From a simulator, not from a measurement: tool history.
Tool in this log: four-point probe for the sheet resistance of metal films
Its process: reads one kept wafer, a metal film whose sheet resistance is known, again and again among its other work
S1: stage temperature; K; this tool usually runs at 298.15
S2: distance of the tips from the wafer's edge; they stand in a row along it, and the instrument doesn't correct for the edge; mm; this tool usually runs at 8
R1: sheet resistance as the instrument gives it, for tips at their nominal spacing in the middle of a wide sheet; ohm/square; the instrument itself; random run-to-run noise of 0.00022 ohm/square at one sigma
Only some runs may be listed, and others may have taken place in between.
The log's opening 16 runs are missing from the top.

{"run": 17, "day": 52.308, "S1": 308.15, "S2": 43, "R1": 1.068046}
{"run": 18, "day": 55.346, "S1": 308.15, "S2": 43, "R1": 1.068305}
{"run": 19, "day": 57.962, "S1": 298.15, "S2": 56, "R1": 1.075763}
{"run": 20, "day": 63.079, "S1": 298.15, "S2": 56, "R1": 1.07526}
{"day": 63.55, "done": "stage's thermometer calibrated"}
{"run": 21, "day": 65.275, "S1": 307.15, "S2": 15, "R1": 1.071893}
{"run": 22, "day": 69.625, "S1": 295.15, "S2": 5, "R1": 1.113617}
{"run": 23, "day": 72.183, "S1": 305.15, "S2": 69, "R1": 1.069529}
{"run": 24, "day": 74.942, "S1": 305.15, "S2": 69, "R1": 1.069226}
{"run": 25, "day": 79.925, "S1": 294.15, "S2": 4, "R1": 1.132714}
{"day": 82.567, "done": "stage's thermometer calibrated, once more"}
{"run": 26, "day": 82.65, "S1": 294.15, "S2": 4, "R1": 1.131154}
{"run": 27, "day": 87.179, "S1": 294.15, "S2": 4, "R1": 1.13078}
{"run": 28, "day": 91.904, "S1": 296.15, "S2": 6, "R1": 1.098802}
{"run": 29, "day": 97.079, "S1": 307.15, "S2": 74, "R1": 1.064631}
{"run": 30, "day": 100.958, "S1": 296.15, "S2": 3, "R1": 1.167212}
{"day": 101.954, "done": "new probe head fitted"}
{"run": 31, "day": 103.704, "S1": 306.15, "S2": 3, "R1": 1.161178}

Consider 3 possible next runs. They are alternatives, not a sequence: every one starts from the tool as it was left by run 31. What does each give?
{"run": "A", "day": 108.725, "S1": 300.15, "S2": 32, "R1": "?"}
{"run": "B", "day": 108.725, "S1": 298.15, "S2": 26, "R1": "?"}
{"run": "C", "day": 108.725, "S1": 295.15, "S2": 15, "R1": "?"}

run=A R1=1.074289
run=B R1=1.075923
run=C R1=1.081349
Stripped of hidden state, with their random variation kept, the same runs would have yielded:
run=A R1=1.072827
run=B R1=1.074456
run=C R1=1.079872

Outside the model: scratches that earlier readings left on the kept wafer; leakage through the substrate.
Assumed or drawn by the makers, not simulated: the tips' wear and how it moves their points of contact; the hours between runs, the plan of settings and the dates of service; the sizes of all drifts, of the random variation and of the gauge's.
